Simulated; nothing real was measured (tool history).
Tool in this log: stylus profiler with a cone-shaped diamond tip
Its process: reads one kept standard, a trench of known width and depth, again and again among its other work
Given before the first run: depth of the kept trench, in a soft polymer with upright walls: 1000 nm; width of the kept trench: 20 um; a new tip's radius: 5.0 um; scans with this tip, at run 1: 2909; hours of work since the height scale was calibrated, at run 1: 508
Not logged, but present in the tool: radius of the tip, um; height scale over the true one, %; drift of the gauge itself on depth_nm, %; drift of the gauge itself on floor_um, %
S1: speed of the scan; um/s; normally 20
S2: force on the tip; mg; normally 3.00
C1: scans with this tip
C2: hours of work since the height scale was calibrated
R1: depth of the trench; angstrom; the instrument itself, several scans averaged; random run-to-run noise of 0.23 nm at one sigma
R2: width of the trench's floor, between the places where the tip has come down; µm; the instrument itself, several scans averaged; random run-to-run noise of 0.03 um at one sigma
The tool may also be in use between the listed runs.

{"run": 1, "hour": 0.0, "S1": 20, "S2": 3.0, "C1": 2909, "C2": 508, "R1": 10215.2, "R2": 13.22}
{"run": 2, "hour": 18.2, "S1": 20, "S2": 3.0, "C1": 2975, "C2": 520, "R1": 10217.0, "R2": 13.16}
{"run": 3, "hour": 36.2, "S1": 40, "S2": 3.0, "C1": 3041, "C2": 531, "R1": 10217.9, "R2": 13.17}
{"run": 4, "hour": 51.9, "S1": 20, "S2": 3.0, "C1": 3099, "C2": 541, "R1": 10217.9, "R2": 13.16}
{"run": 5, "hour": 66.3, "S1": 20, "S2": 3.0, "C1": 3151, "C2": 551, "R1": 10216.1, "R2": 13.15}
{"run": 6, "hour": 86.8, "S1": 20, "S2": 3.0, "C1": 3226, "C2": 564, "R1": 10216.2, "R2": 13.1}
{"run": 7, "hour": 104.6, "S1": 20, "S2": 3.0, "C1": 3291, "C2": 575, "R1": 10218.3, "R2": 13.14}
{"run": 8, "hour": 122.6, "S1": 20, "S2": 3.0, "C1": 3357, "C2": 587, "R1": 10219.3, "R2": 13.09}
{"run": 9, "hour": 146.3, "S1": 20, "S2": 3.83, "C1": 3443, "C2": 602, "R1": 10251.3, "R2": 13.11}
{"run": 10, "hour": 159.4, "S1": 20, "S2": 1.31, "C1": 3491, "C2": 610, "R1": 10132.9, "R2": 13.07}
{"run": 11, "hour": 172.1, "S1": 20, "S2": 1.31, "C1": 3537, "C2": 618, "R1": 10137.8, "R2": 13.06}
{"run": 12, "hour": 188.2, "S1": 54, "S2": 1.31, "C1": 3596, "C2": 628, "R1": 10138.5, "R2": 12.96}
{"run": 13, "hour": 198.9, "S1": 20, "S2": 3.0, "C1": 3635, "C2": 635, "R1": 10220.8, "R2": 13.07}
{"run": 14, "hour": 216.3, "S1": 20, "S2": 3.0, "C1": 3699, "C2": 646, "R1": 10218.5, "R2": 13.01}
{"run": 15, "hour": 236.9, "S1": 20, "S2": 3.0, "C1": 3774, "C2": 659, "R1": 10220.9, "R2": 12.98}
{"run": 16, "hour": 248.6, "S1": 20, "S2": 3.0, "C1": 3816, "C2": 667, "R1": 10217.4, "R2": 12.97}
{"run": 17, "hour": 272.2, "S1": 22, "S2": 3.0, "C1": 3903, "C2": 682, "R1": 10220.8, "R2": 12.92}
{"run": 18, "hour": 285.9, "S1": 22, "S2": 3.0, "C1": 3953, "C2": 691, "R1": 10222.3, "R2": 12.92}
{"run": 19, "hour": 296.2, "S1": 22, "S2": 3.0, "C1": 3990, "C2": 697, "R1": 10222.4, "R2": 12.94}
{"run": 20, "hour": 317.6, "S1": 22, "S2": 3.0, "C1": 4068, "C2": 711, "R1": 10222.6, "R2": 12.9}
{"run": 21, "hour": 337.9, "S1": 38, "S2": 3.0, "C1": 4143, "C2": 724, "R1": 10220.7, "R2": 12.89}
{"run": 22, "hour": 353.9, "S1": 25, "S2": 1.01, "C1": 4201, "C2": 734, "R1": 10118.8, "R2": 12.83}
{"run": 23, "hour": 368.1, "S1": 27, "S2": 1.16, "C1": 4253, "C2": 743, "R1": 10128.4, "R2": 12.84}
{"run": 24, "hour": 386.1, "S1": 27, "S2": 1.16, "C1": 4319, "C2": 755, "R1": 10126.8, "R2": 12.79}
{"run": 25, "hour": 396.2, "S1": 27, "S2": 1.16, "C1": 4355, "C2": 761, "R1": 10125.2, "R2": 12.79}
{"run": 26, "hour": 411.3, "S1": 27, "S2": 1.88, "C1": 4410, "C2": 771, "R1": 10168.4, "R2": 12.83}
{"run": 27, "hour": 434.3, "S1": 77, "S2": 1.29, "C1": 4494, "C2": 785, "R1": 10135.1, "R2": 12.64}
{"run": 28, "hour": 453.4, "S1": 77, "S2": 1.29, "C1": 4564, "C2": 798, "R1": 10138.2, "R2": 12.61}
{"run": 29, "hour": 478.3, "S1": 77, "S2": 1.29, "C1": 4655, "C2": 813, "R1": 10138.9, "R2": 12.59}
{"run": 30, "hour": 490.7, "S1": 40, "S2": 1.41, "C1": 4700, "C2": 821, "R1": 10143.2, "R2": 12.72}
{"run": 31, "hour": 504.5, "S1": 46, "S2": 5.43, "C1": 4751, "C2": 830, "R1": 10322.4, "R2": 12.73}
{"run": 32, "hour": 522.9, "S1": 33, "S2": 3.25, "C1": 4818, "C2": 842, "R1": 10240.0, "R2": 12.69}
{"run": 33, "hour": 533.0, "S1": 69, "S2": 2.12, "C1": 4855, "C2": 848, "R1": 10184.2, "R2": 12.58}

Forecast run 34:
{"run": 34, "hour": 544.4, "S1": 27, "S2": 8.94, "C1": 4896, "C2": 856, "R1": "?", "R2": "?"}

{"run 34": {"R1": 10444.4, "R2": 12.68}}
Had the tool carried no hidden state, the very same run would have given R1 10417.6 angstrom, R2 13.94 µm.
